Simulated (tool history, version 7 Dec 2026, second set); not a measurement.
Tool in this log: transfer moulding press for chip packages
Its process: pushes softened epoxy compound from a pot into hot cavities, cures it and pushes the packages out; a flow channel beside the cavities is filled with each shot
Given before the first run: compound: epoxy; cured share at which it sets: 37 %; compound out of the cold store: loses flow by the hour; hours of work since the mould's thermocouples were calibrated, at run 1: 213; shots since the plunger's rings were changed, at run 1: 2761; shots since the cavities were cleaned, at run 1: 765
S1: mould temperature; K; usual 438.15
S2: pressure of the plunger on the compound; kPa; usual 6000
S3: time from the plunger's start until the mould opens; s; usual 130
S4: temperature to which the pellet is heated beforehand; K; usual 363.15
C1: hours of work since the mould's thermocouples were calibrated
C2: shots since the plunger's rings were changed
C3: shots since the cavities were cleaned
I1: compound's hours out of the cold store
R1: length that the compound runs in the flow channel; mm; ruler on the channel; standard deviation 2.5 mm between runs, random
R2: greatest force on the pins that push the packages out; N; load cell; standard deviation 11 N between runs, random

run   hour      S1    S2   S3      S4   C1    C2   C3    I1   R1    R2
  1    0.0  438.15  6000  130  363.15  213  2761  765  43.8  701   975
      13.1  -- cavities cleaned with cleaning compound and waxed
  2   13.2  438.15  6000  130  371.15  218  2840    0  42.4  710   483
  3   22.5  438.15  6000  130  371.15  222  2904   64  32.8  743   590
  4   31.6  438.15  6000  130  371.15  226  2966  126  36.4  726   654
  5   38.3  438.15  6000  130  371.15  229  3012  172  23.7  787   704
  6   48.2  438.15  6000  130  355.15  234  3079  239  33.4  745   750
  7   57.8  438.15  6000  130  355.15  238  3144  304  43.5  695   817
  8   67.8  441.15  6000  130  355.15  243  3212  372  42.7  693   793
  9   73.9  438.15  6000  130  363.15  246  3254  414  33.5  740   835
 10   82.9  438.15  6000  130  363.15  250  3315  475  32.1  746   933
 11   88.6  438.15  6000  130  363.15  252  3354  514  19.7  802   917
 12   93.9  438.15  6000  130  363.15  255  3391  551  31.4  750   920
 13  102.3  438.15  6000  130  363.15  259  3448  608  12.0  838  1024
 14  114.0  438.15  6000  130  363.15  264  3528  688  32.7  739   987
 15  121.2  445.15  6000  113  363.15  267  3577  737  28.2  743   957
 16  127.4  438.15  6940  130  361.15  270  3619  779  20.7  854  1017
 17  133.2  430.15  6940  130  361.15  273  3658  818  34.5  804  1558
     139.0  -- cavities cleaned with cleaning compound and waxed
 18  142.0  434.15  5020  130  363.15  276  3708   20   8.4  793   689
 19  150.7  433.15  5020  130  366.15  280  3767   79  16.0  752   793
 20  160.7  433.15  5020  130  366.15  284  3836  148  44.0  640   805
 21  166.6  437.15  5000  152  371.15  287  3876  188  11.5  765   657
     170.4  -- plunger's sealing rings changed
 22  177.4  438.15  6000  156  363.15  291    47  244  44.2  733   722
 23  182.3  442.15  7400  167  363.15  293    81  278  18.5  934   695
 24  191.7  438.15  7380  158  359.15  297   145  342  10.0  987   756
 25  199.2  438.15  7380  158  359.15  301   196  393  29.8  877   760
 26  204.9  433.15  7280  111  371.15  303   234  431  19.6  942  1548
 27  215.0  438.15  5740  130  368.15  308   304  501  25.5  792   916
 28  224.6  438.15  6940  152  362.15  312   369  566  29.8  847   860

4 options for the next run, each taken on its own from the tool as it stands now. Forecast them:
  A  233.4  438.15  7190  152  371.15  316  429  626  35.9   ?   ?
  B  233.4  443.15  6940  117  354.15  316  429  626  47.4   ?   ?
  C  233.4  439.15  5920  152  368.15  316  429  626  22.0   ?   ?
  D  233.4  438.15  6940  146  355.15  316  429  626  23.2   ?   ?

run   R1   R2
  A  830  867
  B  758  924
  C  814  880
  D  881  898
The same runs, with their run-to-run variation unchanged, on a tool lacking any hidden condition would have given:
run   R1   R2
  A  834  437
  B  762  465
  C  819  439
  D  885  445
